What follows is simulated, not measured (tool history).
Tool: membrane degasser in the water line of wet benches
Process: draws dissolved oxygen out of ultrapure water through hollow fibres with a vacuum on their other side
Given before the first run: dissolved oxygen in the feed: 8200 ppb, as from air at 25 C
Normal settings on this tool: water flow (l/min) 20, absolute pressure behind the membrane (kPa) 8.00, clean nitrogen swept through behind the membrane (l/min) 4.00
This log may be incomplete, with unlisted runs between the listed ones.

run,hour,water flow (l/min),absolute pressure behind the membrane (kPa),clean nitrogen swept through behind the membrane (l/min),dissolved oxygen in the water behind the degasser (ppb),pressure that the water loses in the fibres (kPa)
1,0.0,20,8.00,4.00,63.5,56.60
2,72.7,18,8.00,4.00,56.3,50.69
3,178.0,18,8.00,4.00,54.9,50.74
4,254.3,18,8.00,4.00,56.0,51.19
5,373.8,18,8.00,4.00,56.3,50.54
6,480.9,18,8.00,4.00,56.1,50.90
7,630.4,18,8.00,4.00,56.1,51.38
8,781.0,22,8.00,4.00,72.3,62.95
9,917.3,20,8.00,4.00,64.1,57.08
10,1063.5,20,8.00,4.00,63.4,56.72
11,1221.6,20,8.00,4.00,63.1,56.91
12,1318.4,20,18.38,4.00,190.0,57.27
13,1423.7,20,18.38,4.00,192.0,57.16
14,1567.3,20,18.38,4.00,188.3,57.24
15,1642.1,20,5.41,4.00,32.7,57.69
16,1764.5,20,5.41,4.00,33.1,57.12
17,1925.8,20,5.41,4.00,32.5,57.29
18,2059.0,13,19.42,10.45,53.2,37.50
19,2144.2,17,18.55,11.55,59.3,49.07
20,2277.7,16,11.35,4.62,72.1,45.88
21,2405.2,17,11.66,10.03,38.2,49.05
22,2567.4,18,11.66,10.03,41.0,51.75
23,2675.7,16,5.76,1.69,57.8,46.06
24,2773.0,24,6.27,4.00,56.4,69.25
25,2881.3,24,6.27,4.00,55.0,69.17
26,3042.8,25,7.85,6.47,58.0,72.62
27,3130.7,25,7.85,6.47,58.5,72.33
28,3251.9,21,8.00,1.70,142.6,60.64
29,3360.2,29,13.17,4.00,198.0,84.25
30,3427.1,13,17.07,2.20,196.4,37.82
31,3579.2,13,17.07,2.20,195.5,37.76

Not shown: 3 entries that the log had between the listed runs. Between which runs, and how does the tool's hidden state differ before and after?
After run 11, before run 12: vacuum gauge calibrated (hour 1235.5)
  true pressure behind the membrane over the reading, kPa: 0.08 -> 0.1; air that leaks in behind the membrane, l/min: 0.017 -> 0.0174
  the result without the hidden state subtracted from the measured one, dissolved oxygen in the water behind the degasser (ppb): +3.2 -> +6.2; pressure that the water loses in the fibres (kPa): +2.43 -> +2.48
After run 18, before run 19: vacuum gauge calibrated, once more (hour 2112.4)
  true pressure behind the membrane over the reading, kPa: 0.12 -> -0.03; air that leaks in behind the membrane, l/min: 0.0206 -> 0.0209
  the result without the hidden state subtracted from the measured one, dissolved oxygen in the water behind the degasser (ppb): +2.7 -> +2.4; pressure that the water loses in the fibres (kPa): +1.81 -> +2.41
After run 22, before run 23: seals of the vacuum lines changed (hour 2602.5)
  membrane still open, %: 94.8 -> 94.7; air that leaks in behind the membrane, l/min: 0.0226 -> 0.0038
  the result without the hidden state subtracted from the measured one, dissolved oxygen in the water behind the degasser (ppb): +2.1 -> +0.3; pressure that the water loses in the fibres (kPa): +2.69 -> +2.44
